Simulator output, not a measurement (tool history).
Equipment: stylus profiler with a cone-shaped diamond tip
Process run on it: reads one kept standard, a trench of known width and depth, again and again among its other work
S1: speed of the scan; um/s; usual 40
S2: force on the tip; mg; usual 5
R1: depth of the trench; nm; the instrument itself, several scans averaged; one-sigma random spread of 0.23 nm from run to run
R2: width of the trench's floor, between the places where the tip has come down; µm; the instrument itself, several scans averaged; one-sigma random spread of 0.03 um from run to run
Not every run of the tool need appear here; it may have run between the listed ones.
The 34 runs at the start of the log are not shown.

run    hour   S1    S2       R1     R2
 35  1472.3   11   1.9  1013.54  93.92
 36  1508.3   34  2.07  1014.47  93.89
 37  1534.1   21  1.99  1014.12  93.94
 38  1561.4   14     5  1025.83  93.99
 39  1587.8   38  3.46  1020.36  93.89
 40    1623   47  6.34  1030.55  93.89
 41  1682.2   45  6.18   1029.7  93.91
 42  1706.4   11  4.47  1023.68  93.94
 43  1755.6   11  4.47  1023.71  93.97
 44  1783.5   66  4.47  1024.34  93.82
 45  1840.5   33  1.91  1013.42  93.87
 46  1898.4  137  1.72  1012.64  93.49

Below are 5 alternative next runs, each starting from the tool's condition after run 46. Predict each:
  A  1946   80  3.12   ?   ?
  B  1946  107     5   ?   ?
  C  1946  153   8.9   ?   ?
  D  1946   39   2.9   ?   ?
  E  1946   30  9.51   ?   ?

run       R1     R2
  A  1018.88  93.71
  B  1026.09  93.75
  C  1038.23  93.71
  D  1018.13  93.89
  E  1039.79  93.95
With no hidden state in the tool, these same runs would have given:
run       R1     R2
  A  1018.86  93.72
  B  1026.07  93.76
  C  1038.21  93.72
  D  1018.11   93.9
  E  1039.77  93.96
